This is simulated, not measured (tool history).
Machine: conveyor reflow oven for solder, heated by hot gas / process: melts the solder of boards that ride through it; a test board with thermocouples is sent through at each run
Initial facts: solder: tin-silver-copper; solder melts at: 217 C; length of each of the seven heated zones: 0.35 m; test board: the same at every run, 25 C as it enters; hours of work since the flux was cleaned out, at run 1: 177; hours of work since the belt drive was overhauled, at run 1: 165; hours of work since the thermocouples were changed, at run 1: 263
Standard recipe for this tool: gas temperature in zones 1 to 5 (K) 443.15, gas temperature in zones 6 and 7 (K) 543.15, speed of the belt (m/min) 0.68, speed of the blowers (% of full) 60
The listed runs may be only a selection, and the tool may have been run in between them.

run   hour  gas temperature in zones 1 to 5 (K)  gas temperature in zones 6 and 7 (K)  speed of the belt (m/min)  speed of the blowers (% of full)  hours of work since the flux was cleaned out  hours of work since the belt drive was overhauled  hours of work since the thermocouples were changed  highest temperature of the board (K)  time above the solder's melting point (s)
  1      0                               443.15                                543.15                       0.68                                60                                           177                                                165                                                 263                                525.15                                       45.3
       5.7  -- flux residue cleaned out of gas plates and filters
  2   16.4                               443.15                                543.15                       0.68                                60                                             8                                                174                                                 272                                527.45                                       45.7
  3   27.4                               443.15                                543.15                       0.68                                60                                            17                                                182                                                 281                                527.15                                       46.2
  4   35.1                               443.15                                543.15                       0.68                                53                                            22                                                188                                                 286                                524.85                                       44.7
  5   40.3                               443.15                                543.15                       0.68                                60                                            26                                                192                                                 290                                526.85                                       45.5
  6   46.5                               443.15                                543.15                       0.68                                60                                            31                                                197                                                 295                                526.05                                         46
  7   53.1                               443.15                                543.15                      0.706                                60                                            36                                                202                                                 300                                525.75                                       43.1
  8   59.4                               443.15                                543.15                      0.706                                60                                            41                                                207                                                 305                                525.35                                         43
  9   64.5                               443.15                                543.15                      0.706                                60                                            45                                                211                                                 309                                524.75                                         43
 10   70.8                               443.15                                543.15                      0.706                                60                                            50                                                216                                                 314                                525.05                                       42.9
 11   76.3                               443.15                                549.15                      0.706                                60                                            54                                                220                                                 318                                530.45                                       45.3
 12   85.7                               443.15                                543.15                      0.707                                60                                            61                                                227                                                 325                                525.15                                       42.9
      90.6  -- belt drive overhauled, speed set with a stopwatch
 13   97.5                               443.15                                543.15                      0.707                                60                                            67                                                  5                                                 331                                524.95                                       42.3
 14  105.7                               447.15                                543.15                      0.707                                60                                            73                                                 12                                                 337                                525.75                                       44.9
 15  112.7                               443.15                                543.15                       0.68                                60                                            79                                                 17                                                 343                                526.35                                       45.4
 16  121.4                               443.15                                543.15                       0.68                                60                                            85                                                 23                                                 349                                526.75                                       45.6
 17  129.8                               442.15                                543.15                       0.68                                60                                            92                                                 30                                                 356                                526.45                                       44.8
 18  139.2                               443.15                                543.15                      0.551                                60                                            99                                                 37                                                 363                                532.95                                       62.2
     148.1  -- belt drive overhauled, speed set with a stopwatch, once more
 19  152.2                               441.15                                542.15                       0.68                                60                                           106                                                  3                                                 370                                524.55                                       43.9
 20  159.3                               455.15                                543.15                      0.634                                58                                           111                                                  9                                                 375                                529.95                                       55.1
 21  167.9                               452.15                                543.15                      0.775                                60                                           118                                                 15                                                 382                                523.15                                       39.9
 22  178.3                               452.15                                543.15                      0.775                                60                                           126                                                 23                                                 390                                523.15                                       40.2
 23  185.9                               434.15                                536.15                       0.68                                60                                           131                                                 29                                                 395                                518.55                                         38
 24  190.9                               434.15                                536.15                       0.68                                60                                           135                                                 33                                                 399                                518.35                                       37.5
 25  199.4                               446.15                                536.15                       0.68                                60                                           142                                                 39                                                 406                                520.55                                       43.3
 26  205.3                               444.15                                535.15                      0.591                                67                                           146                                                 44                                                 410                                525.15                                       53.2
 27  210.8                               444.15                                535.15                      0.591                                67                                           150                                                 48                                                 414                                523.85                                         53
 28  215.7                               444.15                                535.15                      0.591                                67                                           154                                                 52                                                 418                                523.55                                       52.5
 29  225.6                               455.15                                538.15                      0.591                                67                                           162                                                 59                                                 426                                528.35                                       58.8

For some of the steps in highest temperature of the board (K) from one run to the next: how much would appear even if the tool had no hidden state, given the settings, what came in and random variation, and how much remains for the hidden state plus any gauge scatter that the measured result and the result without hidden state don't share?
The hidden state here: heat that the gas passes to the board, % of a clean oven's; belt's true speed, % of the reading; true gas temperature in zones 6 and 7 over the reading, C; drift of the gauge itself on peak_c, C; drift of the gauge itself on liquid_s, %.
Run 1 -> 2: flux residue cleaned out of gas plates and filters. highest temperature of the board (K) +2.3: hidden state +2, all else +0.3.
Run 18 -> 19: gas temperature in zones 1 to 5 (K) 443.15 -> 441.15, gas temperature in zones 6 and 7 (K) 543.15 -> 542.15, speed of the belt (m/min) 0.551 -> 0.68, belt drive overhauled, speed set with a stopwatch, once more. highest temperature of the board (K) -8.4: hidden state -0.5, all else -7.9.
Run 20 -> 21: gas temperature in zones 1 to 5 (K) 455.15 -> 452.15, speed of the belt (m/min) 0.634 -> 0.775, speed of the blowers (% of full) 58 -> 60. highest temperature of the board (K) -6.8: hidden state -0.4, all else -6.4.
